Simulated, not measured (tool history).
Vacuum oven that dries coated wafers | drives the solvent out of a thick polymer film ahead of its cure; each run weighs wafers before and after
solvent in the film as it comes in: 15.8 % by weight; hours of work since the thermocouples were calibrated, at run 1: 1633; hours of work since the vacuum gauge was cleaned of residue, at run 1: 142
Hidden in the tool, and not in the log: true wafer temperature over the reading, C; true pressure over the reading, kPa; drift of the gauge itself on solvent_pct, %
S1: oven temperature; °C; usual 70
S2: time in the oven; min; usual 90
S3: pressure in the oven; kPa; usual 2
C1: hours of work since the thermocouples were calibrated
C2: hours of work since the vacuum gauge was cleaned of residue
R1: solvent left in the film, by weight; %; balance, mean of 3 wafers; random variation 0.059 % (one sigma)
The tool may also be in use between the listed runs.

run	hour	S1	S2	S3	C1	C2	R1
1	0	70	90	2	1633	142	3.67
2	32.2	70	90	2	1648	157	3.57
3	51.2	70	90	2	1657	166	3.77
4	75.2	70	90	2	1668	178	3.67
5	102.8	70	90	2	1681	191	3.7
6	128.8	70	90	2	1693	203	3.73
7	146.3	70	90	2	1702	211	3.59
8	161.9	70	90	2	1709	219	3.74
9	183.2	70	90	2	1719	229	3.76
10	219.9	70	90	2	1736	246	3.75
# hour 238: oven's thermocouples calibrated
11	238.5	70	105	2	0	254	2.71
12	275.2	70	105	2	18	271	2.68
13	306.6	70	105	2	32	286	2.77
14	335.6	70	105	2	46	300	2.74
15	356.1	70	105	2	56	310	2.74
16	390.7	70	90	2	72	326	3.23
17	420	70	90	2	86	340	3.16
18	446.6	70	90	2	99	352	3.24
19	473.4	70	90	2	111	365	3.1
20	489.5	82	90	2	119	373	1.41
21	519	82	90	2	133	387	1.39
22	539.9	70	46	2	143	396	5.71
23	577.7	70	46	2	161	414	5.87
24	593	74	90	2	168	422	2.43

Run 25 comes next. What will it give?
25	619.2	74	90	2	180	434	?

R1: 2.53 %
Without the tool's hidden state the same run would have given R1 2.38 %.
